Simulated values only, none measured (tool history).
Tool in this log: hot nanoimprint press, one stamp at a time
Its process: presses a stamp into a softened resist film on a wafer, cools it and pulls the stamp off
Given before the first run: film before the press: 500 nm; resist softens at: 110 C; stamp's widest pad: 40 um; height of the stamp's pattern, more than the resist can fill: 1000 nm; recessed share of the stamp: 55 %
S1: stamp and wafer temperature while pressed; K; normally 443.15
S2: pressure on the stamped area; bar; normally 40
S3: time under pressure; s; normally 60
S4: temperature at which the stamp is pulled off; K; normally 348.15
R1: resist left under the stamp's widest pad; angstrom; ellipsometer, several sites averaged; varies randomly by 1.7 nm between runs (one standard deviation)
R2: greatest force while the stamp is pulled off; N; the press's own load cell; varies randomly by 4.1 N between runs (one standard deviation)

run 1 hour=0 | S1=443.15 S2=40 S3=60 S4=348.15 | R1=2755 R2=294
run 2 hour=36.6 | S1=443.15 S2=40 S3=60 S4=348.15 | R1=2732 R2=293
-- hour=44.6 stamp cleaned and given a new release coat
run 3 hour=63.8 | S1=443.15 S2=40 S3=60 S4=356.15 | R1=2776 R2=158
run 4 hour=99.2 | S1=443.15 S2=40 S3=60 S4=349.15 | R1=2770 R2=213
run 5 hour=119.8 | S1=443.15 S2=40 S3=60 S4=349.15 | R1=2765 R2=210
run 6 hour=162.2 | S1=443.15 S2=40 S3=60 S4=349.15 | R1=2798 R2=209
run 7 hour=199.2 | S1=443.15 S2=40 S3=60 S4=349.15 | R1=2766 R2=226
run 8 hour=240.1 | S1=443.15 S2=40 S3=60 S4=341.15 | R1=2772 R2=274
run 9 hour=282.1 | S1=443.15 S2=40 S3=60 S4=341.15 | R1=2826 R2=285
run 10 hour=322.4 | S1=449.15 S2=40 S3=60 S4=348.15 | R1=2192 R2=248
-- hour=354.9 plate thermocouple calibrated
run 11 hour=365.5 | S1=443.15 S2=40 S3=60 S4=348.15 | R1=2713 R2=245
run 12 hour=386.4 | S1=443.15 S2=40 S3=60 S4=348.15 | R1=2716 R2=261
run 13 hour=405.2 | S1=443.15 S2=40 S3=60 S4=348.15 | R1=2746 R2=256
run 14 hour=430 | S1=443.15 S2=40 S3=61 S4=348.15 | R1=2706 R2=265
run 15 hour=468.9 | S1=443.15 S2=40 S3=60 S4=348.15 | R1=2736 R2=270
run 16 hour=507.3 | S1=443.15 S2=33.7 S3=60 S4=344.15 | R1=2964 R2=305
run 17 hour=541.3 | S1=439.15 S2=28.8 S3=37 S4=348.15 | R1=4049 R2=291
run 18 hour=586 | S1=439.15 S2=59.6 S3=80 S4=348.15 | R1=2509 R2=297
-- hour=616.6 stamp cleaned and given a new release coat
run 19 hour=618.7 | S1=439.15 S2=59.6 S3=80 S4=348.15 | R1=2537 R2=196
run 20 hour=638.9 | S1=443.15 S2=59.6 S3=70 S4=354.15 | R1=2178 R2=177
run 21 hour=668.9 | S1=452.15 S2=40 S3=60 S4=348.15 | R1=1868 R2=212
run 22 hour=708.5 | S1=451.15 S2=29.5 S3=60 S4=348.15 | R1=2354 R2=216
run 23 hour=739.9 | S1=440.15 S2=40 S3=61 S4=348.15 | R1=3167 R2=222
run 24 hour=784.9 | S1=440.15 S2=40 S3=61 S4=339.15 | R1=3235 R2=294
run 25 hour=804.1 | S1=438.15 S2=40 S3=61 S4=344.15 | R1=3429 R2=254
run 26 hour=837.9 | S1=441.15 S2=40 S3=65 S4=354.15 | R1=3037 R2=190
run 27 hour=878.5 | S1=439.15 S2=50.2 S3=89 S4=335.15 | R1=2727 R2=332
-- hour=889.3 plate thermocouple calibrated
run 28 hour=910.9 | S1=443.15 S2=31.5 S3=60 S4=348.15 | R1=3057 R2=254
run 29 hour=929 | S1=443.15 S2=31.5 S3=60 S4=348.15 | R1=3036 R2=251

Each run again, without the hidden state but with its own random variation kept:
Hidden conditions of the tool in this case: true temperature over the reading, C; pressure that arrives at the usual setting, %; grip of the stamp's worn release coat, % over a new coat's; drift of the gauge itself on residual_nm, %; drift of the gauge itself on pull_off_n, %.
run=1 R1=2704 R2=198
run=2 R1=2672 R2=194
run=3 R1=2709 R2=153
run=4 R1=2691 R2=201
run=5 R1=2681 R2=194
run=6 R1=2701 R2=187
run=7 R1=2659 R2=195
run=8 R1=2654 R2=230
run=9 R1=2694 R2=232
run=10 R1=2074 R2=196
run=11 R1=2671 R2=191
run=12 R1=2669 R2=200
run=13 R1=2692 R2=194
run=14 R1=2646 R2=197
run=15 R1=2665 R2=195
run=16 R1=2887 R2=215
run=17 R1=3981 R2=201
run=18 R1=2383 R2=197
run=19 R1=2402 R2=193
run=20 R1=2053 R2=171
run=21 R1=1775 R2=200
run=22 R1=2246 R2=196
run=23 R1=3011 R2=196
run=24 R1=3061 R2=252
run=25 R1=3254 R2=213
run=26 R1=2852 R2=154
run=27 R1=2517 R2=264
run=28 R1=3020 R2=203
run=29 R1=2995 R2=198
